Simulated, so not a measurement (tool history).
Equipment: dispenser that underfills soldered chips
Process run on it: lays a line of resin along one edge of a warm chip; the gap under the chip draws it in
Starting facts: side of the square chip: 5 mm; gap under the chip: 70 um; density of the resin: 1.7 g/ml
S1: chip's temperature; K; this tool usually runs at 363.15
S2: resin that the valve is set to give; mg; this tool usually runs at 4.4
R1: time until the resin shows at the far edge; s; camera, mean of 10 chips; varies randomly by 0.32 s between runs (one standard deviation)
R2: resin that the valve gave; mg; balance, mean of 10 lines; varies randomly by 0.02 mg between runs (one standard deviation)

run 1 hour=0 | S1=363.15 S2=4.4 | R1=13.5 R2=4.36
run 2 hour=7.3 | S1=363.15 S2=4.4 | R1=18.7 R2=4.33
-- hour=8.6 new syringe of resin
run 3 hour=14.9 | S1=363.15 S2=4.4 | R1=14.6 R2=4.36
-- hour=21.2 new syringe of resin
run 4 hour=23 | S1=363.15 S2=4.78 | R1=11.8 R2=4.68
run 5 hour=29.2 | S1=363.15 S2=4.78 | R1=15.6 R2=4.64
-- hour=33.9 new syringe of resin
run 6 hour=35.7 | S1=352.15 S2=4.4 | R1=19.9 R2=4.3
run 7 hour=42.3 | S1=352.15 S2=4.4 | R1=28.7 R2=4.28
-- hour=46.7 new syringe of resin
-- hour=48.2 dispensing valve cleaned and set on the balance
run 8 hour=48.2 | S1=363.15 S2=3.86 | R1=11.5 R2=3.84
run 9 hour=55.5 | S1=363.15 S2=4.14 | R1=16.2 R2=4.09
-- hour=60.1 new syringe of resin
run 10 hour=61.5 | S1=377.15 S2=4.23 | R1=5.6 R2=4.24
run 11 hour=68.4 | S1=353.15 S2=4.11 | R1=26.9 R2=4.06
-- hour=73 new syringe of resin
run 12 hour=74.8 | S1=368.15 S2=4.05 | R1=10.3 R2=3.99
run 13 hour=82.3 | S1=368.15 S2=4.05 | R1=13.1 R2=3.96
-- hour=85.4 new syringe of resin
run 14 hour=88.4 | S1=357.15 S2=5.69 | R1=16.5 R2=5.59
run 15 hour=95.8 | S1=351.15 S2=4.23 | R1=31.9 R2=4.15

Alternative continuations, all from the tool just after run 15; predict every row:
-- hour=97.7 new syringe of resin
run A hour=99.5 | S1=365.15 S2=4.23 | R1=? R2=?
-- hour=97.7 new syringe of resin
run B hour=99.5 | S1=351.15 S2=3.79 | R1=? R2=?
-- hour=97.7 new syringe of resin
run C hour=99.5 | S1=351.15 S2=4.64 | R1=? R2=?
-- hour=97.7 new syringe of resin
run D hour=99.5 | S1=351.15 S2=4.23 | R1=? R2=?
-- hour=97.7 new syringe of resin
run E hour=99.5 | S1=366.15 S2=4.35 | R1=? R2=?

run=A R1=11.5 R2=4.16
run=B R1=22.7 R2=3.68
run=C R1=20.9 R2=4.52
run=D R1=22.5 R2=4.13
run=E R1=10.3 R2=4.22
With no hidden state in the tool, these same runs would have given:
run=A R1=10.3 R2=4.26
run=B R1=20.1 R2=3.77
run=C R1=18.6 R2=4.63
run=D R1=20 R2=4.23
run=E R1=9.2 R2=4.33

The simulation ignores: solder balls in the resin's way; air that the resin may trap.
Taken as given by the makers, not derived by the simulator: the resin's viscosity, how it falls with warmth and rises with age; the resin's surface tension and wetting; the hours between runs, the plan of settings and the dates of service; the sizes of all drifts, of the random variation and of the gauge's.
